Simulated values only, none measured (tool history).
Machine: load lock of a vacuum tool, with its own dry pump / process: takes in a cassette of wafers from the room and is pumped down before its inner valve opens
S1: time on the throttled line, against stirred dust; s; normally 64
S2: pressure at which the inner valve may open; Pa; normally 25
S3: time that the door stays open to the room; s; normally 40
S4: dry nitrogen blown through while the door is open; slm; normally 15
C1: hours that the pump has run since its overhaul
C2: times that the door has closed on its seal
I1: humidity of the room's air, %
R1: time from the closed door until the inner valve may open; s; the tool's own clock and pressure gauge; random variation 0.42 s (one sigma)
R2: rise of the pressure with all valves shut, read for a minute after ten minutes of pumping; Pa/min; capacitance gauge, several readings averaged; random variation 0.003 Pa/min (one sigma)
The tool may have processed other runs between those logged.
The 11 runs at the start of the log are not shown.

| run | day | S1 | S2 | S3 | S4 | C1 | C2 | I1 | R1 | R2 |
|---|---|---|---|---|---|---|---|---|---|---|
|  | 63.779 | dry pump taken out, an overhauled one fitted |
| 12 | 66.225 | 64 | 25 | 40 | 15 | 59 | 21769 | 45.4 | 117.1 | 0.366 |
| 13 | 72.446 | 64 | 25 | 40 | 15 | 208 | 22261 | 41.9 | 117.4 | 0.371 |
| 14 | 78.262 | 40 | 25 | 40 | 15 | 348 | 22720 | 44.5 | 100.1 | 0.376 |
| 15 | 85.483 | 64 | 25 | 40 | 15 | 521 | 23291 | 46.7 | 117.5 | 0.393 |
| 16 | 93.1 | 64 | 25 | 40 | 15 | 704 | 23892 | 46.5 | 118.1 | 0.41 |
| 17 | 99.096 | 64 | 25 | 40 | 15 | 848 | 24366 | 41.6 | 117.4 | 0.424 |
| 18 | 106.288 | 64 | 25 | 40 | 15 | 1020 | 24934 | 45.4 | 117.3 | 0.431 |
| 19 | 110.908 | 64 | 25 | 40 | 15 | 1131 | 25299 | 44 | 117.2 | 0.447 |
| 20 | 116.975 | 64 | 25 | 40 | 15 | 1277 | 25778 | 44.3 | 118 | 0.449 |
| 21 | 124.329 | 84 | 34 | 71 | 7 | 1453 | 26359 | 43.5 | 129.4 | 0.484 |
| 22 | 128.379 | 64 | 21 | 31 | 7 | 1550 | 26679 | 43.3 | 119.2 | 0.474 |
| 23 | 134.875 | 88 | 28 | 25 | 9 | 1706 | 27192 | 46.2 | 133.3 | 0.492 |
| 24 | 139.692 | 116 | 28 | 25 | 30 | 1822 | 27572 | 44.4 | 153.6 | 0.489 |

Run 25 comes next. What will it give?
| 25 | 143.525 | 64 | 45 | 175 | 36 | 1914 | 27875 | 43.6 | ? | ? |

R1: 112.6 s
R2: 0.51 Pa/min
Take away the tool's hidden state, keep the run-to-run variation as it was, and the same run would have given R1 111.4 s, R2 0.046 Pa/min.
